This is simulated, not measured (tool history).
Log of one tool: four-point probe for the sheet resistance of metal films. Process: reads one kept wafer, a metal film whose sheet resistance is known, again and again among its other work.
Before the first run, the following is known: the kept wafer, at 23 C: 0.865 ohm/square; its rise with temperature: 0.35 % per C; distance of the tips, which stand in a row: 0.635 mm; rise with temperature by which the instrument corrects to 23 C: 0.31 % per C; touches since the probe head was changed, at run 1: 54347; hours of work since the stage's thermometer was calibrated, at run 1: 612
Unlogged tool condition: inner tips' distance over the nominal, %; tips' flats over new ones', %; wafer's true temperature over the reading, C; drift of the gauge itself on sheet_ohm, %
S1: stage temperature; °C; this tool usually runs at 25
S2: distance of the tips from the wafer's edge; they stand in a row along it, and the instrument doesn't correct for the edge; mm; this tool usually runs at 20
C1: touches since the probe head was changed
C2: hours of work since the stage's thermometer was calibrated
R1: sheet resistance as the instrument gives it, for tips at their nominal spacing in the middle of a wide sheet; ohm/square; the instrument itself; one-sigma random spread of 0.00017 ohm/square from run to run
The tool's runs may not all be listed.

{"run": 1, "day": 0.0, "S1": 25, "S2": 20, "C1": 54347, "C2": 612, "R1": 0.874863}
{"run": 2, "day": 1.025, "S1": 25, "S2": 20, "C1": 55043, "C2": 624, "R1": 0.875559}
{"run": 3, "day": 2.921, "S1": 25, "S2": 20, "C1": 56327, "C2": 644, "R1": 0.875762}
{"run": 4, "day": 4.275, "S1": 25, "S2": 20, "C1": 57243, "C2": 659, "R1": 0.875476}
{"run": 5, "day": 5.167, "S1": 25, "S2": 20, "C1": 57848, "C2": 669, "R1": 0.875748}
{"run": 6, "day": 6.446, "S1": 25, "S2": 20, "C1": 58715, "C2": 683, "R1": 0.87592}
{"run": 7, "day": 8.192, "S1": 25, "S2": 20, "C1": 59897, "C2": 702, "R1": 0.876197}
{"run": 8, "day": 9.446, "S1": 25, "S2": 11, "C1": 60748, "C2": 716, "R1": 0.877186}
{"day": 9.929, "done": "new probe head fitted"}
{"run": 9, "day": 11.112, "S1": 25, "S2": 11, "C1": 801, "C2": 734, "R1": 0.867176}
{"run": 10, "day": 12.888, "S1": 25, "S2": 11, "C1": 2004, "C2": 754, "R1": 0.867377}
{"run": 11, "day": 14.046, "S1": 25, "S2": 35, "C1": 2791, "C2": 766, "R1": 0.866253}
{"run": 12, "day": 15.392, "S1": 25, "S2": 35, "C1": 3702, "C2": 781, "R1": 0.866174}
{"run": 13, "day": 17.421, "S1": 25, "S2": 3, "C1": 5077, "C2": 803, "R1": 0.886778}
{"run": 14, "day": 19.467, "S1": 25, "S2": 3, "C1": 6464, "C2": 826, "R1": 0.886784}
{"run": 15, "day": 21.246, "S1": 25, "S2": 3, "C1": 7669, "C2": 845, "R1": 0.887239}
{"run": 16, "day": 22.321, "S1": 25, "S2": 20, "C1": 8396, "C2": 857, "R1": 0.867363}
{"run": 17, "day": 24.321, "S1": 28, "S2": 56, "C1": 9754, "C2": 879, "R1": 0.867888}
{"run": 18, "day": 25.604, "S1": 28, "S2": 4, "C1": 10624, "C2": 893, "R1": 0.879614}
{"run": 19, "day": 26.633, "S1": 24, "S2": 66, "C1": 11318, "C2": 905, "R1": 0.866905}
{"run": 20, "day": 28.525, "S1": 28, "S2": 6, "C1": 12601, "C2": 926, "R1": 0.873656}
{"run": 21, "day": 30.508, "S1": 25, "S2": 11, "C1": 13944, "C2": 947, "R1": 0.869475}
{"run": 22, "day": 31.596, "S1": 25, "S2": 20, "C1": 14682, "C2": 959, "R1": 0.868579}
{"run": 23, "day": 32.858, "S1": 25, "S2": 20, "C1": 15539, "C2": 973, "R1": 0.868362}
{"run": 24, "day": 33.871, "S1": 25, "S2": 50, "C1": 16225, "C2": 984, "R1": 0.868122}
{"run": 25, "day": 34.812, "S1": 25, "S2": 12, "C1": 16863, "C2": 995, "R1": 0.869626}
{"run": 26, "day": 36.575, "S1": 26, "S2": 34, "C1": 18056, "C2": 1014, "R1": 0.868925}
{"run": 27, "day": 37.429, "S1": 26, "S2": 34, "C1": 18635, "C2": 1023, "R1": 0.869058}
{"run": 28, "day": 39.296, "S1": 26, "S2": 34, "C1": 19900, "C2": 1044, "R1": 0.868934}
{"run": 29, "day": 40.888, "S1": 19, "S2": 6, "C1": 20978, "C2": 1062, "R1": 0.872111}
{"run": 30, "day": 41.912, "S1": 20, "S2": 4, "C1": 21673, "C2": 1073, "R1": 0.878954}
{"run": 31, "day": 43.692, "S1": 20, "S2": 4, "C1": 22879, "C2": 1092, "R1": 0.879494}

Alternative continuations, all from the tool just after run 31; predict every row:
{"run": "A", "day": 45.15, "S1": 24, "S2": 37, "C1": 23867, "C2": 1108, "R1": "?"}
{"run": "B", "day": 45.15, "S1": 23, "S2": 27, "C1": 23867, "C2": 1108, "R1": "?"}
{"run": "C", "day": 45.15, "S1": 32, "S2": 47, "C1": 23867, "C2": 1108, "R1": "?"}
{"run": "D", "day": 45.15, "S1": 34, "S2": 32, "C1": 23867, "C2": 1108, "R1": "?"}

run=A R1=0.869096
run=B R1=0.869198
run=C R1=0.871194
run=D R1=0.871905
What these runs would have given with no unlogged condition in the tool:
run=A R1=0.865369
run=B R1=0.865467
run=C R1=0.867483
run=D R1=0.868198

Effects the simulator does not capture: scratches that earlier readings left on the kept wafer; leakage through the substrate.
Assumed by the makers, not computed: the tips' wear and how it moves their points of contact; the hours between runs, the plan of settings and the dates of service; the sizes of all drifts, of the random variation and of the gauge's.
